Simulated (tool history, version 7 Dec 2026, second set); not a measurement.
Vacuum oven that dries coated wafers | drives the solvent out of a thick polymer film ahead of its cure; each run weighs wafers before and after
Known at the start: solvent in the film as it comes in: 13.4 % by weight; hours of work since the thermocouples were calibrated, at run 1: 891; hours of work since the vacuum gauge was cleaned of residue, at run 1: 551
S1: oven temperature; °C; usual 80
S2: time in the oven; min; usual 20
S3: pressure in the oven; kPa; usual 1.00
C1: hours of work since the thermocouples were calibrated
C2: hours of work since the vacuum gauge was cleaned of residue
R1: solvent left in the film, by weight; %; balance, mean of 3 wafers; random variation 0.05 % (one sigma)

run,hour,S1,S2,S3,C1,C2,R1
1,0.0,80,20,1.00,891,551,1.83
2,38.2,80,20,1.00,918,579,1.80
3,55.6,80,20,1.00,931,592,1.84
4,97.8,80,20,1.00,962,622,1.80
5,119.3,80,20,1.00,977,638,1.85
6,161.9,80,20,1.00,1008,669,1.83
7,201.9,80,20,1.00,1037,698,1.86
8,230.3,80,20,1.00,1058,719,1.77
9,267.1,77,22,1.00,1085,745,2.16
10,297.5,82,14,0.79,1107,767,2.14
11,322.0,82,14,0.79,1124,785,2.10
12,340.1,82,14,0.79,1138,798,2.11
13,382.5,79,20,2.77,1168,829,3.52
14,401.6,80,24,2.23,1182,843,2.57

Some steps in R1 between neighbouring runs. How much of each would the tool show without its hidden state too (settings, what came in, random variation), and how much is left for the hidden state, with any gauge scatter that isn't in both results?
The hidden state here: true wafer temperature over the reading, C; true pressure over the reading, kPa; drift of the gauge itself on solvent_pct, %.
Run 12 -> 13: S1 82 -> 79, S2 14 -> 20, S3 0.79 -> 2.77. R1 +1.41 %: hidden state -0.05, all else +1.46.
Run 13 -> 14: S1 79 -> 80, S2 20 -> 24, S3 2.77 -> 2.23. R1 -0.95 %: hidden state +0.13, all else -1.08.
